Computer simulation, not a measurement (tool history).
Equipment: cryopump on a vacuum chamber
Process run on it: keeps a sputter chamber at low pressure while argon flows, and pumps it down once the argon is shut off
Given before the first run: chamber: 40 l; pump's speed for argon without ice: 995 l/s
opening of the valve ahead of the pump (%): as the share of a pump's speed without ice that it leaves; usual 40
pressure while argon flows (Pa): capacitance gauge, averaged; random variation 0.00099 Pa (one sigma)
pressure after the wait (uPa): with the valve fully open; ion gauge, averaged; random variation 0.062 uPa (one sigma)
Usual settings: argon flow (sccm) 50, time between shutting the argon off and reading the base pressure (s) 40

| run | day | argon flow (sccm) | time between shutting the argon off and reading the base pressure (s) | opening of the valve ahead of the pump (%) | pressure while argon flows (Pa) | pressure after the wait (uPa) |
|---|---|---|---|---|---|---|
| 1 | 0 | 50 | 40 | 40 | 0.2316 | 5.8 |
| 2 | 0.796 | 50 | 40 | 24 | 0.3762 | 5.72 |
|  | 1.908 | pump warmed up, emptied and cooled again |
| 3 | 2.1 | 50 | 106 | 24 | 0.3564 | 2.93 |
| 4 | 3.229 | 50 | 40 | 40 | 0.2168 | 5.28 |
| 5 | 4.108 | 50 | 40 | 40 | 0.2158 | 5.3 |
| 6 | 5.442 | 50 | 40 | 22 | 0.39 | 5.49 |
| 7 | 6 | 50 | 40 | 40 | 0.2171 | 5.4 |
| 8 | 6.579 | 50 | 40 | 40 | 0.2177 | 5.47 |
| 9 | 7.171 | 50 | 40 | 40 | 0.2181 | 5.38 |
| 10 | 7.767 | 54 | 40 | 40 | 0.2366 | 5.4 |
| 11 | 8.471 | 54 | 40 | 40 | 0.2371 | 5.36 |
| 12 | 9.338 | 54 | 40 | 56 | 0.1713 | 5.64 |
| 13 | 9.908 | 54 | 40 | 32 | 0.2954 | 5.5 |
| 14 | 10.879 | 54 | 40 | 32 | 0.2973 | 5.45 |
| 15 | 11.912 | 26 | 20 | 18 | 0.2504 | 9.28 |
| 16 | 12.542 | 52 | 20 | 18 | 0.4992 | 9.21 |
| 17 | 13.529 | 41 | 40 | 53 | 0.1408 | 5.55 |
| 18 | 14.346 | 41 | 40 | 53 | 0.1424 | 5.62 |
| 19 | 15.046 | 41 | 40 | 49 | 0.1525 | 5.58 |
| 20 | 15.688 | 26 | 40 | 43 | 0.1099 | 5.6 |
| 21 | 16.521 | 77 | 87 | 24 | 0.5658 | 3.74 |
| 22 | 17.283 | 25 | 27 | 18 | 0.2456 | 7.46 |
| 23 | 18.396 | 50 | 120 | 40 | 0.2296 | 3.24 |
| 24 | 18.996 | 37 | 120 | 59 | 0.1183 | 3.31 |
| 25 | 20.154 | 87 | 294 | 45 | 0.3605 | 2.7 |
| 26 | 21.104 | 87 | 294 | 45 | 0.3622 | 2.64 |
| 27 | 21.692 | 87 | 294 | 45 | 0.361 | 2.73 |
| 28 | 22.483 | 50 | 42 | 40 | 0.233 | 5.85 |

Consider 5 possible next runs. They are alternatives, not a sequence: every one starts from the tool as it was left by run 28. What does each give?
| A | 23.517 | 43 | 53 | 40 | ? | ? |
| B | 23.517 | 50 | 215 | 40 | ? | ? |
| C | 23.517 | 50 | 40 | 26 | ? | ? |
| D | 23.517 | 50 | 44 | 40 | ? | ? |
| E | 23.517 | 76 | 259 | 38 | ? | ? |

| run | pressure while argon flows (Pa) | pressure after the wait (uPa) |
|---|---|---|
| A | 0.2026 | 5.12 |
| B | 0.2322 | 2.94 |
| C | 0.3504 | 5.91 |
| D | 0.2333 | 5.71 |
| E | 0.3738 | 2.97 |
With no hidden state in the tool, these same runs would have given:
| run | pressure while argon flows (Pa) | pressure after the wait (uPa) |
|---|---|---|
| A | 0.1837 | 3.1 |
| B | 0.2105 | 0.96 |
| C | 0.3285 | 3.94 |
| D | 0.2116 | 3.68 |
| E | 0.3405 | 0.9 |

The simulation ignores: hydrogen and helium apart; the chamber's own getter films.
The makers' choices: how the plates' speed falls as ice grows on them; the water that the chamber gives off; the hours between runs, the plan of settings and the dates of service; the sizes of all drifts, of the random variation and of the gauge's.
